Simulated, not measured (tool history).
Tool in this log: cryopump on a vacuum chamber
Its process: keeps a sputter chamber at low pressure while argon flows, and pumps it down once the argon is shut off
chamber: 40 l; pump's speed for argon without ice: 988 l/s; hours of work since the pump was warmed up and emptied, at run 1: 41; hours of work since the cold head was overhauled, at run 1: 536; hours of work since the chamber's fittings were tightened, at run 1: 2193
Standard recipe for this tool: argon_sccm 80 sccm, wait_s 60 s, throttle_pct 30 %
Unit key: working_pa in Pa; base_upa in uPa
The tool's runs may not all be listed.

run,day,argon_sccm,wait_s,throttle_pct,hours of work since the pump was warmed up and emptied,hours of work since the cold head was overhauled,hours of work since the chamber's fittings were tightened,working_pa,base_upa
1,0.000,80,60,30,41,536,2193,0.4577,4.81
2,1.417,80,60,30,67,562,2219,0.4604,4.78
3,2.762,35,60,30,92,586,2244,0.2021,4.76
4,4.767,35,60,30,129,623,2280,0.2037,4.86
# day 6.988: leaking fittings of the chamber tightened, without venting
5,6.988,35,60,30,168,662,0,0.2049,1.32
6,8.467,90,60,18,195,689,27,0.8700,1.39
7,10.871,90,60,18,239,733,71,0.8677,1.45
8,13.021,90,60,18,278,772,110,0.8812,1.54
9,14.633,90,60,18,307,802,140,0.8841,1.62
10,16.875,80,53,52,348,843,181,0.2887,1.79

Here are 4 independent what-if runs from the current tool condition. What would each one return?
A,18.221,51,119,52,373,867,205,?,?
B,18.221,37,60,30,373,867,205,?,?
C,18.221,61,53,19,373,867,205,?,?
D,18.221,102,60,15,373,867,205,?,?

run,working_pa,base_upa
A,0.1829,1.27
B,0.2234,1.75
C,0.5687,1.86
D,1.1977,1.71
Without the tool's unlogged condition, the same runs would have read:
run,working_pa,base_upa
A,0.1666,0.81
B,0.2115,1.29
C,0.5493,1.41
D,1.1651,1.26
